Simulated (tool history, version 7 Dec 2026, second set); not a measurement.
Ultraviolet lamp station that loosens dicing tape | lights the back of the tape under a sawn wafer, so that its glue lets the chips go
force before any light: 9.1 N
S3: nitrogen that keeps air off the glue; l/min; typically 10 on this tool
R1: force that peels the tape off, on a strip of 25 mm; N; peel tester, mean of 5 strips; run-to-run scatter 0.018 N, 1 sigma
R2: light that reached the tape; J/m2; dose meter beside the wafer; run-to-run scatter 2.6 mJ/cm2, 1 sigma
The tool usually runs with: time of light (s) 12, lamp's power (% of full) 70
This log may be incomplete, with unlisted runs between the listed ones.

Run 1, hour 0.0: usual settings. Result: R1 1.371 N, R2 2540 J/m2.
Run 2, hour 13.4: usual settings but lamp's power (% of full) 90. Result: R1 0.886 N, R2 3220 J/m2.
Run 3, hour 26.6: usual settings but lamp's power (% of full) 90. Result: R1 0.868 N, R2 3270 J/m2.
Run 4, hour 48.7: usual settings but time of light (s) 17, lamp's power (% of full) 90. Result: R1 0.451 N, R2 4580 J/m2.
At hour 69.0: window cleaned of glue's vapour.
Run 5, hour 69.0: usual settings but time of light (s) 17, lamp's power (% of full) 90. Result: R1 0.473 N, R2 4410 J/m2.
Run 6, hour 84.1: usual settings. Result: R1 1.545 N, R2 2430 J/m2.
Run 7, hour 101.4: usual settings. Result: R1 1.574 N, R2 2380 J/m2.
At hour 113.1: window cleaned of glue's vapour, once more.
Run 8, hour 117.5: usual settings. Result: R1 1.212 N, R2 2770 J/m2.
Run 9, hour 130.9: usual settings. Result: R1 1.177 N, R2 2760 J/m2.
Run 10, hour 147.5: usual settings. Result: R1 1.193 N, R2 2760 J/m2.
Run 11, hour 160.7: usual settings. Result: R1 1.270 N, R2 2720 J/m2.
Run 12, hour 184.0: usual settings but time of light (s) 9, S3 14 l/min. Result: R1 1.715 N, R2 2040 J/m2.
Run 13, hour 198.4: usual settings but time of light (s) 7, S3 8 l/min. Result: R1 3.052 N, R2 1580 J/m2.
Run 14, hour 218.8: usual settings but time of light (s) 7, S3 8 l/min. Result: R1 3.097 N, R2 1580 J/m2.
Run 15, hour 231.5: usual settings but time of light (s) 7, lamp's power (% of full) 90, S3 4 l/min. Result: R1 3.140 N, R2 2000 J/m2.
Run 16, hour 241.9: usual settings but lamp's power (% of full) 65. Result: R1 1.412 N, R2 2410 J/m2.

Table of differences, measured result less the result of that run with no hidden state. Run-to-run variation is the same in both. Gauge scatter possibly is not:
Hidden state present: lamp's light, % of a new lamp's; light that the window lets through, % of a clean one's; drift of the gauge itself on peel_n, %; drift of the gauge itself on dose_mj_cm2, %.
run      R1     R2
  1  +0.500   -700
  2  +0.350   -910
  3  +0.349   -940
  4  +0.159  -1350
  5  +0.193  -1520
  6  +0.651   -850
  7  +0.676   -870
  8  +0.323   -480
  9  +0.322   -500
 10  +0.332   -520
 11  +0.359   -530
 12  +0.462   -410
 13  +0.605   -330
 14  +0.631   -340
 15  +0.641   -450
 16  +0.433   -560
